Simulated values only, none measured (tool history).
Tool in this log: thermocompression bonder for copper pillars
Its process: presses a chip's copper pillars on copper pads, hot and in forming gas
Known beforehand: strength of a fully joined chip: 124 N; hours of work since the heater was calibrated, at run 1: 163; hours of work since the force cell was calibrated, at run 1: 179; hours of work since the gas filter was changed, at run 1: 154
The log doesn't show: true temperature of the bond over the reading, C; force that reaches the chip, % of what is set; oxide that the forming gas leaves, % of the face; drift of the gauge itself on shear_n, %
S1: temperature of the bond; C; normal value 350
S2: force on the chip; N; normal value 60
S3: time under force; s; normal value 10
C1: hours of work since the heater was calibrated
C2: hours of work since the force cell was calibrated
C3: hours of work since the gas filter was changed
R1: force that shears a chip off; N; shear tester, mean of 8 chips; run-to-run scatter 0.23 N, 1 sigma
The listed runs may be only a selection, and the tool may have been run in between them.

run	hour	S1	S2	S3	C1	C2	C3	R1
1	0	350	60	10	163	179	154	60.6
2	8.1	350	60	10	169	184	160	60.4
3	14.1	350	60	10	173	188	164	60.6
4	20	350	60	10	177	192	168	60.6
5	31.8	350	60	10	185	201	176	60.4
6	43.2	350	60	10	193	208	184	60.7
7	50.7	350	60	10	198	214	189	60.6
8	57.4	350	60	10	203	218	194	60.5
9	66.2	350	60	10	209	224	200	60.1
10	74.6	350	45	10	215	230	206	48.8
11	81.2	350	60	10	219	235	210	60.2
12	92.8	371	77	22	227	243	218	96.6
# hour 95.4: heater calibrated with a thermocouple chip
13	101.5	345	60	12	4	247	223	63.1
14	113.4	345	60	12	12	256	231	62.9
15	123.3	324	45	10	19	262	238	40.6
# hour 131.4: heater calibrated with a thermocouple chip, once more
16	137.7	350	83	29	4	271	247	97.1
17	148.2	329	60	20	12	278	254	65.6
18	155.9	373	49	10	17	284	259	59.1
19	165.9	373	49	10	24	290	266	59.5
20	171.3	327	80	9	28	294	270	60.1
21	180.3	339	56	8	34	300	276	48

Each row is a separate what-if for the run after 21, all from the same tool condition, not one after another. Results?
A	186.3	327	67	8	38	305	280	?
B	186.3	350	60	9	38	305	280	?
C	186.3	370	73	9	38	305	280	?
D	186.3	322	67	8	38	305	280	?
E	186.3	361	56	5	38	305	280	?

run	R1
A	50.3
B	57.5
C	73.2
D	48.6
E	47.4
Without the tool's hidden state the same runs would have given:
run	R1
A	52
B	59.4
C	75.6
D	50.3
E	49.1
